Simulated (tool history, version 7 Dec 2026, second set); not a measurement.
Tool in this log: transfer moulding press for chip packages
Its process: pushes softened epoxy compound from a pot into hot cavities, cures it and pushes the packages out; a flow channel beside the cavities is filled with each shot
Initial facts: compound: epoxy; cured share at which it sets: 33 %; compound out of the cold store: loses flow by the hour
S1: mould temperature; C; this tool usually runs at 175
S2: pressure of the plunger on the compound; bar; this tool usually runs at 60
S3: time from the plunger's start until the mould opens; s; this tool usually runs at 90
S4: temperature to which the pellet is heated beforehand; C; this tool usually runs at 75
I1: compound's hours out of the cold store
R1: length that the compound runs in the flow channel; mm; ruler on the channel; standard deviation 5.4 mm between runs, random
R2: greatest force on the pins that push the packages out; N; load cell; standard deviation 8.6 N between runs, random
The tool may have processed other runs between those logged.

run     day   S1    S2   S3  S4    I1   R1   R2
  1       0  175    60   90  75  20.5  571  449
  2   0.492  175    60   90  75  36.1  526  505
      1.046  -- mould's thermocouples calibrated
      1.325  -- cavities cleaned with cleaning compound and waxed
  3   1.646  175  60.9   90  75  21.8  574  766
  4   2.271  175  56.3   90  75  12.3  570  826
      2.975  -- cavities cleaned with cleaning compound and waxed
  5   3.154  175    60  113  75  40.1  496  354
      4.071  -- cavities cleaned with cleaning compound and waxed, once more
  6   4.221  175    60  113  75  30.1  526  341
  7   5.312  175    60   90  77    40  498  545
       5.65  -- cavities cleaned with cleaning compound and waxed
  8   5.883  175    60   90  77  34.6  514  433
  9   6.642  175  59.7   90  75  32.6  506  534
      7.229  -- cavities cleaned with cleaning compound and waxed
 10   7.229  175  59.7   90  75  35.3  502  389
 11     7.7  175  59.7   90  75  26.4  516  478
      8.829  -- cavities cleaned with cleaning compound and waxed
 12   8.858  180  59.7   76  68  16.2  532  399
 13   9.321  178  59.7   76  72  39.9  483  494
 14   10.15  175  63.7   85  75  30.8  521  624
     10.429  -- cavities cleaned with cleaning compound and waxed
 15  10.817  175  63.7   85  75  18.8  554  499
 16  11.325  175  63.7   85  75  38.2  499  548
         12  -- cavities cleaned with cleaning compound and waxed
 17  12.238  176  63.7   79  72  42.8  480  479
 18  13.367  176  63.7   79  72  28.1  510  675
     13.612  -- cavities cleaned with cleaning compound and waxed
 19  13.975  176  63.7   79  72  34.8  489  519
     14.575  -- plunger's sealing rings changed
 20  15.029  167  71.1   97  79  11.2  695  858

Predict the results of run 21:
      15.35  -- cavities cleaned with cleaning compound and waxed
 21  15.604  169  66  95  75  32   ?   ?

R1: 600 mm
R2: 523 N
Take away the tool's hidden state, keep the run-to-run variation as it was, and the same run would have given R1 608 mm, R2 488 N.
